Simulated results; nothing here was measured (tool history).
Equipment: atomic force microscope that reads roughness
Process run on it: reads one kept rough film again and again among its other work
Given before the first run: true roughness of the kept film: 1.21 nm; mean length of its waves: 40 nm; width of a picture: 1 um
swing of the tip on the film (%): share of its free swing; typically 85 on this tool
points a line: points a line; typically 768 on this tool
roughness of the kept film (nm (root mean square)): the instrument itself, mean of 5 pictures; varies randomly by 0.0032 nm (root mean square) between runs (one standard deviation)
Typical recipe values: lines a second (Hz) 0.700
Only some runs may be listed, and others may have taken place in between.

| run | hour | lines a second (Hz) | swing of the tip on the film (%) | points a line | roughness of the kept film (nm (root mean square)) |
|---|---|---|---|---|---|
| 1 | 0.0 | 0.700 | 85 | 768 | 1.088 |
| 2 | 23.1 | 0.700 | 85 | 591 | 1.083 |
| 3 | 62.6 | 0.775 | 85 | 768 | 1.072 |
| 4 | 85.2 | 0.775 | 85 | 768 | 1.062 |
| 5 | 116.3 | 0.775 | 85 | 768 | 1.061 |
| 6 | 135.3 | 0.775 | 56 | 768 | 1.129 |
| 7 | 170.1 | 0.700 | 85 | 862 | 1.051 |
| 8 | 205.1 | 0.689 | 85 | 862 | 1.050 |
| 9 | 230.7 | 0.689 | 85 | 862 | 1.046 |
|  | 240.8 | new tip fitted |
| 10 | 260.0 | 0.689 | 85 | 862 | 1.092 |
| 11 | 286.1 | 0.700 | 85 | 377 | 1.084 |
| 12 | 307.0 | 0.700 | 85 | 377 | 1.072 |
| 13 | 328.8 | 0.700 | 85 | 768 | 1.074 |
| 14 | 353.1 | 1.245 | 85 | 768 | 1.007 |
| 15 | 374.0 | 0.700 | 82 | 768 | 1.080 |
| 16 | 403.4 | 0.700 | 68 | 768 | 1.115 |
| 17 | 427.2 | 0.700 | 68 | 768 | 1.107 |
| 18 | 465.3 | 0.700 | 68 | 768 | 1.102 |
| 19 | 485.0 | 0.784 | 68 | 768 | 1.094 |
|  | 515.1 | new tip fitted |
| 20 | 518.1 | 0.784 | 68 | 768 | 1.140 |
| 21 | 552.2 | 0.784 | 68 | 768 | 1.126 |
| 22 | 572.7 | 0.700 | 67 | 768 | 1.133 |
| 23 | 596.7 | 0.700 | 67 | 768 | 1.130 |
| 24 | 625.8 | 0.700 | 57 | 768 | 1.144 |
| 25 | 669.6 | 0.700 | 57 | 768 | 1.127 |
|  | 674.1 | height scale calibrated on a step standard |
| 26 | 694.0 | 0.700 | 87 | 292 | 1.040 |
| 27 | 716.1 | 0.700 | 79 | 768 | 1.075 |
| 28 | 757.2 | 0.571 | 85 | 768 | 1.059 |
|  | 778.8 | height scale calibrated on a step standard, once more |
| 29 | 783.0 | 1.683 | 85 | 768 | 0.937 |
|  | 788.3 | new tip fitted |
| 30 | 816.4 | 0.700 | 83 | 719 | 1.089 |
| 31 | 859.5 | 0.700 | 76 | 576 | 1.105 |
| 32 | 896.0 | 1.919 | 76 | 895 | 1.007 |
| 33 | 917.6 | 3.911 | 70 | 870 | 0.949 |
| 34 | 960.8 | 0.700 | 68 | 908 | 1.108 |
| 35 | 983.4 | 0.700 | 64 | 908 | 1.111 |
| 36 | 1009.0 | 2.289 | 56 | 857 | 1.081 |
| 37 | 1032.7 | 0.700 | 80 | 768 | 1.061 |
|  | 1061.0 | new tip fitted |
| 38 | 1076.7 | 1.482 | 64 | 309 | 1.112 |
| 39 | 1112.2 | 1.489 | 85 | 477 | 0.986 |
| 40 | 1133.7 | 0.750 | 85 | 837 | 1.068 |
| 41 | 1159.6 | 0.700 | 66 | 419 | 1.126 |
| 42 | 1184.0 | 0.700 | 66 | 419 | 1.115 |
| 43 | 1218.3 | 0.750 | 77 | 699 | 1.076 |
| 44 | 1248.2 | 0.750 | 77 | 699 | 1.074 |
| 45 | 1290.9 | 2.113 | 58 | 343 | 1.064 |
| 46 | 1318.9 | 1.468 | 85 | 768 | 0.962 |
|  | 1332.5 | new tip fitted |
| 47 | 1355.4 | 1.881 | 55 | 768 | 1.125 |
| 48 | 1374.1 | 0.700 | 72 | 788 | 1.123 |
| 49 | 1405.9 | 2.299 | 58 | 811 | 1.104 |

Predict each of these 4 candidate next runs independently; none follows another, all start after run 49:
| A | 1437.6 | 1.053 | 55 | 339 | ? |
| B | 1437.6 | 3.129 | 62 | 339 | ? |
| C | 1437.6 | 3.469 | 80 | 776 | ? |
| D | 1437.6 | 3.919 | 62 | 896 | ? |

| run | roughness of the kept film (nm (root mean square)) |
|---|---|
| A | 1.121 |
| B | 1.042 |
| C | 0.872 |
| D | 1.022 |
With the hidden condition removed and each run's random variation left untouched, the same runs would have given:
| run | roughness of the kept film (nm (root mean square)) |
|---|---|
| A | 1.147 |
| B | 1.066 |
| C | 0.892 |
| D | 1.046 |

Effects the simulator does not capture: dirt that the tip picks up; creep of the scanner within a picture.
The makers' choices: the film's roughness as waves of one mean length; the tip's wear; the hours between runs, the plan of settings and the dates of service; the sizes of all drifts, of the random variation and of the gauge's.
